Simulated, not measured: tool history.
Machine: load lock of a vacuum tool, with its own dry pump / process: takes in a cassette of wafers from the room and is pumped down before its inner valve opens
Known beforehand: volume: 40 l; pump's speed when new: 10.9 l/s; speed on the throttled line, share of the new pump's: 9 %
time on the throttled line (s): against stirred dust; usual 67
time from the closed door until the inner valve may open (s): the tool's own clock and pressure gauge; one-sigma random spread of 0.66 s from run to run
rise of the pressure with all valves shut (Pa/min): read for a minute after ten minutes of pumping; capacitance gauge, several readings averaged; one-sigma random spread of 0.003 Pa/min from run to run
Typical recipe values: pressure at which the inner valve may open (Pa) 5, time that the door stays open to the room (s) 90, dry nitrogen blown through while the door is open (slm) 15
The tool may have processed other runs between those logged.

run	day	time on the throttled line (s)	pressure at which the inner valve may open (Pa)	time that the door stays open to the room (s)	dry nitrogen blown through while the door is open (slm)	incoming humidity of the room's air, %	time from the closed door until the inner valve may open (s)	rise of the pressure with all valves shut (Pa/min)
1	0	67	5	90	15	45.6	101.7	0.104
2	9.204	67	5	90	15	44.4	100.7	0.102
3	17.733	67	5	90	15	48.6	100.5	0.105
4	27.038	67	5	90	6	47.5	101.6	0.121
5	37.2	67	5	90	6	41.9	102	0.12
6	46.108	67	5	90	6	42.7	100.9	0.118
7	54.2	67	5	90	6	45	101.2	0.125
8	59.271	67	5	90	6	42.8	101.4	0.126
9	64.129	67	5	26	15	44.3	100.9	0.109
10	69.329	67	5	26	15	43.7	101.6	0.1
11	79.762	67	5	26	15	45.2	101.8	0.111
12	89.017	67	5	90	15	46	102.4	0.122
13	97.292	67	5	90	15	47.1	103.4	0.127
14	107.962	67	5	90	15	42	101.8	0.131
15	115.125	67	5	90	5	47.8	101.1	0.139
16	119.979	67	5	90	5	47.3	101.8	0.14
17	125.404	67	5	62	5	45.1	101.7	0.137
18	132.558	67	5	62	5	41.3	101.1	0.14
19	140.542	90	5	62	5	44.3	122	0.14
20	151.775	40	7	90	19	43	77.7	0.137
21	162.692	40	7	90	19	47.5	78.2	0.135
22	173.467	71	8	90	15	43.3	104.5	0.141
23	184.688	71	8	90	15	41.6	103.9	0.146
24	192.208	71	8	90	15	43.4	103.9	0.141
25	200.554	71	8	90	15	48.2	104.8	0.148
26	211.017	71	8	90	15	47.3	104.4	0.155
27	218.929	67	5	48	15	42.7	102.1	0.149
28	227.788	67	5	69	4	40.5	104.9	0.162
29	237.846	88	5	69	27	43.5	122	0.157
30	244.229	88	5	69	27	45	121.1	0.156
31	249.854	88	5	69	27	46.3	121.6	0.157
32	259.433	88	5	69	27	48.6	122.2	0.158

Hidden state or all else? Some run-to-run changes of time from the closed door until the inner valve may open (s), split into what the settings, what came in and random variation would give without the hidden state, and what is left for the hidden state (with any gauge scatter that isn't in both results):
What the log doesn't record here: pump's speed, % of a new pump's; leak at the door's seal, Pa l/s; drift of the gauge itself on ready_s, %; drift of the gauge itself on rise_pa_min, %.
Run 18 -> 19: time on the throttled line (s) 67 -> 90. time from the closed door until the inner valve may open (s) +20.9: hidden state -0.2, all else +21.1.
Run 19 -> 20: time on the throttled line (s) 90 -> 40, pressure at which the inner valve may open (Pa) 5 -> 7, time that the door stays open to the room (s) 62 -> 90, dry nitrogen blown through while the door is open (slm) 5 -> 19. time from the closed door until the inner valve may open (s) -44.3: hidden state +0.6, all else -44.9.
Run 21 -> 22: time on the throttled line (s) 40 -> 71, pressure at which the inner valve may open (Pa) 7 -> 8, dry nitrogen blown through while the door is open (slm) 19 -> 15. time from the closed door until the inner valve may open (s) +26.3: hidden state -0.5, all else +26.8.
Run 26 -> 27: time on the throttled line (s) 71 -> 67, pressure at which the inner valve may open (Pa) 8 -> 5, time that the door stays open to the room (s) 90 -> 48. time from the closed door until the inner valve may open (s) -2.3: hidden state +0.5, all else -2.8.
